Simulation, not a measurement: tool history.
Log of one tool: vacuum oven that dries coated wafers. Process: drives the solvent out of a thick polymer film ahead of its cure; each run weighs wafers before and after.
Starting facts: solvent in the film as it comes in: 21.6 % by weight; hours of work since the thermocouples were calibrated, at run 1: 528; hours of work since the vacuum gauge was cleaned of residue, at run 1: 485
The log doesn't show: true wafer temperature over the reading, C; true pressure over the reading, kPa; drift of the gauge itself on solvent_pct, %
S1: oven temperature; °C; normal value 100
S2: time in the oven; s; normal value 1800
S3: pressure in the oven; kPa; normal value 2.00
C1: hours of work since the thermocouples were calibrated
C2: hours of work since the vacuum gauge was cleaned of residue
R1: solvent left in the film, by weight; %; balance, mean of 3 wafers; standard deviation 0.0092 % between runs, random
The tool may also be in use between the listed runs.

run,hour,S1,S2,S3,C1,C2,R1
1,0.0,100,1800,2.00,528,485,1.787
2,59.3,100,1080,2.00,552,510,3.514
3,101.7,100,1080,2.00,569,527,3.500
4,152.6,100,1080,2.00,590,548,3.482
5,195.7,100,1800,2.00,607,565,1.768
6,258.2,93,1800,2.00,633,590,3.411
7,288.7,93,2940,2.00,645,603,1.964
8,316.3,93,2940,2.00,656,614,1.954
9,344.2,93,2940,2.00,668,625,1.955
10,373.8,100,1800,6.81,680,637,4.296
11,419.3,100,1800,2.00,698,656,1.751
12,452.4,107,1800,7.91,712,669,3.492
13,492.9,107,1800,7.90,728,686,3.512
14,524.3,107,1800,7.90,741,699,3.481
15,580.6,107,1800,6.66,764,721,2.967
16,615.2,92,1740,1.77,778,736,3.649
17,652.6,89,1920,7.32,793,751,8.128
18,695.4,111,1920,3.06,810,768,1.181
19,754.9,111,2040,2.67,835,792,1.033
20,794.0,92,2040,1.10,850,808,2.512
21,860.9,92,2040,1.10,878,835,2.498

Predict each of these 3 candidate next runs independently; none follows another, all start after run 21:
A,903.0,94,3000,6.45,895,853,?
B,903.0,100,1800,2.21,895,853,?
C,903.0,93,2040,2.45,895,853,?

run,R1
A,4.673
B,1.835
C,3.128
Without the tool's hidden state the same runs would have given:
run,R1
A,4.981
B,2.051
C,3.504

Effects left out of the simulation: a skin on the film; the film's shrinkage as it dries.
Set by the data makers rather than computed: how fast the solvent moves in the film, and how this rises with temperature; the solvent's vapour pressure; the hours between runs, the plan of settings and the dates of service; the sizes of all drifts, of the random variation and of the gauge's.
